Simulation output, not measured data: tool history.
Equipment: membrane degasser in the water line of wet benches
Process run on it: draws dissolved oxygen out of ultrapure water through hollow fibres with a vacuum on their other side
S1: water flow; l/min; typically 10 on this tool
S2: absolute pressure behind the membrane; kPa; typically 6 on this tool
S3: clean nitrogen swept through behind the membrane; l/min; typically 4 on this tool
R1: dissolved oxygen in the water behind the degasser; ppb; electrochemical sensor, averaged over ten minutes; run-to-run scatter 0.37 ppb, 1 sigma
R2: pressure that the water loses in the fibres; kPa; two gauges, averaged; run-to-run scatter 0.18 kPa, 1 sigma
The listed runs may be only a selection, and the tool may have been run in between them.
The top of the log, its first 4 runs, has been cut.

| run | hour | S1 | S2 | S3 | R1 | R2 |
|---|---|---|---|---|---|---|
| 5 | 651.7 | 6 | 6 | 4 | 12 | 19.97 |
| 6 | 785 | 6 | 6 | 4 | 12.4 | 19.75 |
| 7 | 886.7 | 6 | 6 | 4 | 12.2 | 20.18 |
| 8 | 1054.9 | 6 | 6 | 4 | 12.1 | 19.62 |
| 9 | 1201.2 | 6 | 6 | 4 | 12.1 | 20.13 |
| 10 | 1287.9 | 10 | 6 | 5.12 | 19.4 | 33.13 |
| 11 | 1377.6 | 10 | 6 | 7.24 | 15.6 | 33.24 |
| 12 | 1566.2 | 10 | 6 | 7.24 | 15.8 | 33.32 |
| 13 | 1708.6 | 10 | 6 | 2.06 | 41.7 | 32.97 |
| 14 | 1876.7 | 10 | 6 | 2.06 | 41.1 | 33.2 |
| 15 | 1997.7 | 10 | 5.4 | 4 | 20.3 | 33.41 |
| 16 | 2141.7 | 7 | 5.4 | 4 | 11.9 | 23.19 |
|  | 2160.8 | vacuum gauge calibrated |
| 17 | 2227.3 | 7 | 3.95 | 4 | 4.9 | 23.19 |
| 18 | 2332 | 14 | 10.46 | 4.13 | 76.7 | 46.72 |
| 19 | 2426.8 | 13 | 4.43 | 2.8 | 27.6 | 43.23 |

Run 20 comes next. What will it give?
| 20 | 2532.6 | 13 | 4.43 | 2.8 | ? | ? |

{"run 20": {"R1": 26.6, "R2": 43.76}}
Had the tool carried no hidden state, the very same run would have given R1 24.1 ppb, R2 42.64 kPa.
